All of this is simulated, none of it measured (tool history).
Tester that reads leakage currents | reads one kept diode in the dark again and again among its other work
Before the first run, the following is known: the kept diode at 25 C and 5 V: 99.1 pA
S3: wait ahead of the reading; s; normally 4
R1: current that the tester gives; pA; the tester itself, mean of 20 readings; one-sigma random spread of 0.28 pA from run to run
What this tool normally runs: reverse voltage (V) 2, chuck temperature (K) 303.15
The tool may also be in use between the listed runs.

run 1 hour=0 | reverse_voltage_(V)=2 chuck_temperature_(K)=303.15 S3=4 | R1=91.31
run 2 hour=132.5 | reverse_voltage_(V)=2 chuck_temperature_(K)=303.15 S3=4 | R1=92.24
run 3 hour=237.7 | reverse_voltage_(V)=2 chuck_temperature_(K)=303.15 S3=4 | R1=92.02
run 4 hour=392.5 | reverse_voltage_(V)=2 chuck_temperature_(K)=303.15 S3=4 | R1=91.61
-- hour=501.6 chuck's temperature calibrated
run 5 hour=535.3 | reverse_voltage_(V)=2 chuck_temperature_(K)=303.15 S3=4 | R1=92.1
run 6 hour=635.6 | reverse_voltage_(V)=2 chuck_temperature_(K)=303.15 S3=4 | R1=91.99
run 7 hour=781.8 | reverse_voltage_(V)=4.53 chuck_temperature_(K)=303.15 S3=4 | R1=143.43
run 8 hour=972.9 | reverse_voltage_(V)=4.53 chuck_temperature_(K)=303.15 S3=4 | R1=143.24
run 9 hour=1142.6 | reverse_voltage_(V)=4.53 chuck_temperature_(K)=303.15 S3=4 | R1=143.81
run 10 hour=1249.8 | reverse_voltage_(V)=4.53 chuck_temperature_(K)=303.15 S3=4 | R1=143.14
run 11 hour=1439.3 | reverse_voltage_(V)=2 chuck_temperature_(K)=303.15 S3=4 | R1=92.03
-- hour=1481.1 tester calibrated
run 12 hour=1588.4 | reverse_voltage_(V)=2 chuck_temperature_(K)=303.15 S3=4 | R1=92.11
run 13 hour=1747.2 | reverse_voltage_(V)=2 chuck_temperature_(K)=313.15 S3=4 | R1=206.07
run 14 hour=1882.5 | reverse_voltage_(V)=2 chuck_temperature_(K)=303.15 S3=4 | R1=91.83
-- hour=1894.9 chuck's temperature calibrated
run 15 hour=2003.9 | reverse_voltage_(V)=9.22 chuck_temperature_(K)=303.15 S3=4 | R1=211.09
run 16 hour=2169.5 | reverse_voltage_(V)=9.22 chuck_temperature_(K)=303.15 S3=4 | R1=212.71
run 17 hour=2282.8 | reverse_voltage_(V)=1.68 chuck_temperature_(K)=303.15 S3=4 | R1=83.74
run 18 hour=2419.4 | reverse_voltage_(V)=1.68 chuck_temperature_(K)=303.15 S3=4 | R1=83.94
run 19 hour=2607.3 | reverse_voltage_(V)=1.68 chuck_temperature_(K)=303.15 S3=4 | R1=83.27
run 20 hour=2732.7 | reverse_voltage_(V)=1.68 chuck_temperature_(K)=303.15 S3=4 | R1=83.71
run 21 hour=2914.7 | reverse_voltage_(V)=2 chuck_temperature_(K)=303.15 S3=1.54 | R1=92.07
run 22 hour=3068 | reverse_voltage_(V)=13.56 chuck_temperature_(K)=301.15 S3=0.51 | R1=225.38
-- hour=3113.5 probe card cleaned and baked
run 23 hour=3194.5 | reverse_voltage_(V)=5.72 chuck_temperature_(K)=293.15 S3=0.51 | R1=70.64
-- hour=3290.2 chuck's temperature calibrated
run 24 hour=3370.5 | reverse_voltage_(V)=19.59 chuck_temperature_(K)=303.15 S3=4 | R1=320.47
run 25 hour=3531.1 | reverse_voltage_(V)=19.59 chuck_temperature_(K)=303.15 S3=4 | R1=320.27
run 26 hour=3656 | reverse_voltage_(V)=19.59 chuck_temperature_(K)=303.15 S3=4 | R1=317.79
run 27 hour=3770.2 | reverse_voltage_(V)=17.41 chuck_temperature_(K)=318.15 S3=0.84 | R1=991.34
run 28 hour=3961.3 | reverse_voltage_(V)=17.41 chuck_temperature_(K)=308.15 S3=0.84 | R1=455.67
run 29 hour=4150 | reverse_voltage_(V)=8.21 chuck_temperature_(K)=323.15 S3=5.03 | R1=951.77
run 30 hour=4242.7 | reverse_voltage_(V)=6.01 chuck_temperature_(K)=302.15 S3=1.85 | R1=154.98
run 31 hour=4339.9 | reverse_voltage_(V)=6.01 chuck_temperature_(K)=302.15 S3=1.85 | R1=155.12
run 32 hour=4470.5 | reverse_voltage_(V)=6.84 chuck_temperature_(K)=303.15 S3=3.9 | R1=180.03
run 33 hour=4653.3 | reverse_voltage_(V)=2.41 chuck_temperature_(K)=299.15 S3=1.04 | R1=72.68
-- hour=4689.1 chuck's temperature calibrated
run 34 hour=4760.7 | reverse_voltage_(V)=1.86 chuck_temperature_(K)=322.15 S3=3.07 | R1=391.38
run 35 hour=4898.9 | reverse_voltage_(V)=1.86 chuck_temperature_(K)=322.15 S3=3.07 | R1=389.08
run 36 hour=5058.4 | reverse_voltage_(V)=1.86 chuck_temperature_(K)=322.15 S3=3.07 | R1=388.8
run 37 hour=5202.9 | reverse_voltage_(V)=1.86 chuck_temperature_(K)=322.15 S3=3.07 | R1=392.11
run 38 hour=5331.4 | reverse_voltage_(V)=8 chuck_temperature_(K)=297.15 S3=1.13 | R1=118.68
run 39 hour=5411.4 | reverse_voltage_(V)=2.25 chuck_temperature_(K)=296.15 S3=2.17 | R1=54.09

Predict each of these 3 candidate next runs independently; none follows another, all start after run 39:
run A hour=5508.7 | reverse_voltage_(V)=2 chuck_temperature_(K)=303.15 S3=0.57 | R1=?
run B hour=5508.7 | reverse_voltage_(V)=2.25 chuck_temperature_(K)=325.15 S3=0.73 | R1=?
run C hour=5508.7 | reverse_voltage_(V)=18.82 chuck_temperature_(K)=296.15 S3=2.17 | R1=?

run=A R1=91.77
run=B R1=541.6
run=C R1=174.15
The same runs, with their run-to-run variation unchanged, on a tool lacking any hidden condition would have given:
run=A R1=91.69
run=B R1=541.29
run=C R1=173.9
